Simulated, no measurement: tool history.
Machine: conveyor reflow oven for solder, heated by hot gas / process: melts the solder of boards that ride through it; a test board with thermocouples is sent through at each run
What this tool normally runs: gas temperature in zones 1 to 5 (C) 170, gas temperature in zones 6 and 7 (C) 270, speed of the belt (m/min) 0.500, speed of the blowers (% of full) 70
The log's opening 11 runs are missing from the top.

run   hour  gas temperature in zones 1 to 5 (C)  gas temperature in zones 6 and 7 (C)  speed of the belt (m/min)  speed of the blowers (% of full)  hours of work since the flux was cleaned out  hours of work since the belt drive was overhauled  hours of work since the thermocouples were changed  highest temperature of the board (C)  time above the solder's melting point (s)
 12  259.0                                  170                                   270                      0.549                                70                                           152                                                340                                                 665                                 250.8                                       54.2
 13  280.0                                  170                                   270                      0.549                                70                                           164                                                353                                                 678                                 251.0                                       54.0
 14  300.3                                  170                                   272                      0.549                                70                                           176                                                365                                                 690                                 252.5                                       54.7
 15  315.9                                  170                                   270                      0.500                                70                                           185                                                374                                                 699                                 253.7                                       62.6
 16  339.2                                  170                                   270                      0.500                                70                                           199                                                387                                                 712                                 253.7                                       62.4
     363.3  -- flux residue cleaned out of gas plates and filters
 17  363.3                                  181                                   264                      0.572                                58                                             0                                                399                                                 724                                 246.2                                       51.6
 18  385.5                                  181                                   277                      0.542                                70                                            13                                                412                                                 737                                 260.4                                       66.0
 19  401.6                                  183                                   271                      0.406                                84                                            23                                                421                                                 746                                 264.7                                       94.0
 20  421.2                                  183                                   267                      0.406                                77                                            34                                                433                                                 758                                 260.4                                       91.6
 21  436.2                                  183                                   269                      0.500                                82                                            43                                                441                                                 766                                 257.7                                       71.8
 22  466.7                                  183                                   269                      0.500                                82                                            61                                                459                                                 784                                 258.1                                       71.7
 23  495.5                                  170                                   280                      0.500                                76                                            78                                                476                                                 801                                 265.0                                       70.4
 24  509.5                                  171                                   280                      0.533                                76                                            86                                                484                                                 809                                 262.9                                       64.4
 25  528.3                                  171                                   280                      0.533                                76                                            97                                                495                                                 820                                 262.5                                       64.6

Run 26, settings as shown, results not yet in. Your forecast:
 26  541.6                                  171                                   280                      0.533                                76                                           105                                                503                                                 828                                     ?                                          ?

highest temperature of the board (C): 262.4
time above the solder's melting point (s): 64.7
Were there no unlogged condition in the tool, this run, its random variation unchanged, would have produced highest temperature of the board (C) 262.8, time above the solder's melting point (s) 64.7.
